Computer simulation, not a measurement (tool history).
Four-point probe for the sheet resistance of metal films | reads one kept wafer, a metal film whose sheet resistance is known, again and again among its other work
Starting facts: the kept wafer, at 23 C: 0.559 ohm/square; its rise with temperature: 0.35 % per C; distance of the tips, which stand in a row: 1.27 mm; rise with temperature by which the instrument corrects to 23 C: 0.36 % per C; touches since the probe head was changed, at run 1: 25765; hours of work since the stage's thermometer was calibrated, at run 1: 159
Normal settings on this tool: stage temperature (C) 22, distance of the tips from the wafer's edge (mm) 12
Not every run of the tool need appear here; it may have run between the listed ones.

| run | hour | stage temperature (C) | distance of the tips from the wafer's edge (mm) | touches since the probe head was changed | hours of work since the stage's thermometer was calibrated | sheet resistance as the instrument gives it (ohm/square) |
|---|---|---|---|---|---|---|
| 1 | 0 | 22 | 12 | 25765 | 159 | 0.565826 |
| 2 | 40.7 | 22 | 12 | 27118 | 179 | 0.565818 |
| 3 | 83.5 | 22 | 12 | 28541 | 201 | 0.565941 |
| 4 | 120.1 | 22 | 12 | 29758 | 220 | 0.566073 |
| 5 | 151.1 | 22 | 8 | 30788 | 236 | 0.570339 |
| 6 | 172 | 22 | 12 | 31483 | 246 | 0.566148 |
| 7 | 193.6 | 22 | 12 | 32200 | 257 | 0.566264 |
| 8 | 228.5 | 22 | 12 | 33362 | 275 | 0.566104 |
| 9 | 248 | 22 | 12 | 34011 | 285 | 0.566377 |
| 10 | 282.7 | 22 | 12 | 35163 | 303 | 0.566328 |
| 11 | 321.5 | 22 | 12 | 36452 | 323 | 0.566454 |
| 12 | 342.4 | 22 | 12 | 37150 | 334 | 0.566326 |
| 13 | 368.1 | 22 | 12 | 38003 | 347 | 0.566536 |
| 14 | 402.2 | 22 | 30 | 39137 | 364 | 0.56377 |
| 15 | 431.3 | 22 | 12 | 40104 | 379 | 0.566516 |
| 16 | 468.7 | 22 | 12 | 41347 | 398 | 0.566544 |
| 17 | 511.1 | 22 | 12 | 42757 | 420 | 0.566708 |
| 18 | 542.2 | 22 | 12 | 43790 | 436 | 0.56671 |
| 19 | 565.4 | 20 | 12 | 44563 | 447 | 0.566808 |
| 20 | 594.8 | 20 | 12 | 45541 | 462 | 0.566858 |
| 21 | 624.3 | 20 | 12 | 46519 | 477 | 0.567141 |
| 22 | 649.5 | 20 | 12 | 47359 | 490 | 0.567196 |
| 23 | 674.6 | 22 | 12 | 48193 | 503 | 0.566759 |
| 24 | 693.9 | 31 | 12 | 48835 | 513 | 0.566413 |
| 25 | 721.9 | 31 | 12 | 49764 | 527 | 0.56638 |
| 26 | 754.3 | 34 | 48 | 50843 | 544 | 0.563094 |
| 27 | 793.7 | 34 | 74 | 52153 | 564 | 0.563116 |
| 28 | 812.8 | 19 | 49 | 52786 | 574 | 0.564118 |
| 29 | 837.5 | 33 | 7 | 53609 | 586 | 0.572773 |
| 30 | 877.1 | 24 | 11 | 54925 | 607 | 0.567734 |
| 31 | 895.4 | 35 | 12 | 55534 | 616 | 0.566415 |
| 32 | 934 | 35 | 12 | 56818 | 636 | 0.566542 |
| 33 | 962.5 | 34 | 50 | 57765 | 650 | 0.563538 |
| 34 | 1001.7 | 34 | 50 | 59067 | 670 | 0.563435 |
| 35 | 1030.6 | 25 | 24 | 60027 | 685 | 0.564955 |
| 36 | 1069.2 | 22 | 26 | 61310 | 705 | 0.565009 |
| 37 | 1092 | 22 | 26 | 62068 | 716 | 0.56491 |
| 38 | 1127.4 | 22 | 15 | 63246 | 735 | 0.566438 |
| 39 | 1146.9 | 26 | 15 | 63894 | 744 | 0.566253 |
| 40 | 1180.8 | 26 | 15 | 65023 | 762 | 0.566137 |
| 41 | 1204.9 | 29 | 6 | 65822 | 774 | 0.577261 |
| 42 | 1230.3 | 29 | 55 | 66668 | 787 | 0.56411 |
| 43 | 1266 | 22 | 38 | 67855 | 805 | 0.564751 |
| 44 | 1299 | 34 | 9 | 68951 | 822 | 0.569866 |
| 45 | 1328.9 | 23 | 21 | 69945 | 837 | 0.565667 |

Results for each run, recomputed without the tool's hidden state and with each run's random variation untouched:
Hidden state present: inner tips' distance over the nominal, %; tips' flats over new ones', %; wafer's true temperature over the reading, C; drift of the gauge itself on sheet_ohm, %.
| run | sheet resistance as the instrument gives it (ohm/square) |
|---|---|
| 1 | 0.562391 |
| 2 | 0.56232 |
| 3 | 0.562378 |
| 4 | 0.562449 |
| 5 | 0.566643 |
| 6 | 0.562444 |
| 7 | 0.562524 |
| 8 | 0.562311 |
| 9 | 0.56255 |
| 10 | 0.562451 |
| 11 | 0.562514 |
| 12 | 0.562354 |
| 13 | 0.562523 |
| 14 | 0.559725 |
| 15 | 0.562408 |
| 16 | 0.562379 |
| 17 | 0.562472 |
| 18 | 0.562424 |
| 19 | 0.562485 |
| 20 | 0.562488 |
| 21 | 0.562721 |
| 22 | 0.562737 |
| 23 | 0.562268 |
| 24 | 0.561907 |
| 25 | 0.561832 |
| 26 | 0.558526 |
| 27 | 0.558488 |
| 28 | 0.559433 |
| 29 | 0.568002 |
| 30 | 0.562931 |
| 31 | 0.561612 |
| 32 | 0.561679 |
| 33 | 0.558654 |
| 34 | 0.558493 |
| 35 | 0.559944 |
| 36 | 0.559932 |
| 37 | 0.559798 |
| 38 | 0.561259 |
| 39 | 0.561055 |
| 40 | 0.560886 |
| 41 | 0.571883 |
| 42 | 0.558809 |
| 43 | 0.559379 |
| 44 | 0.564421 |
| 45 | 0.560191 |

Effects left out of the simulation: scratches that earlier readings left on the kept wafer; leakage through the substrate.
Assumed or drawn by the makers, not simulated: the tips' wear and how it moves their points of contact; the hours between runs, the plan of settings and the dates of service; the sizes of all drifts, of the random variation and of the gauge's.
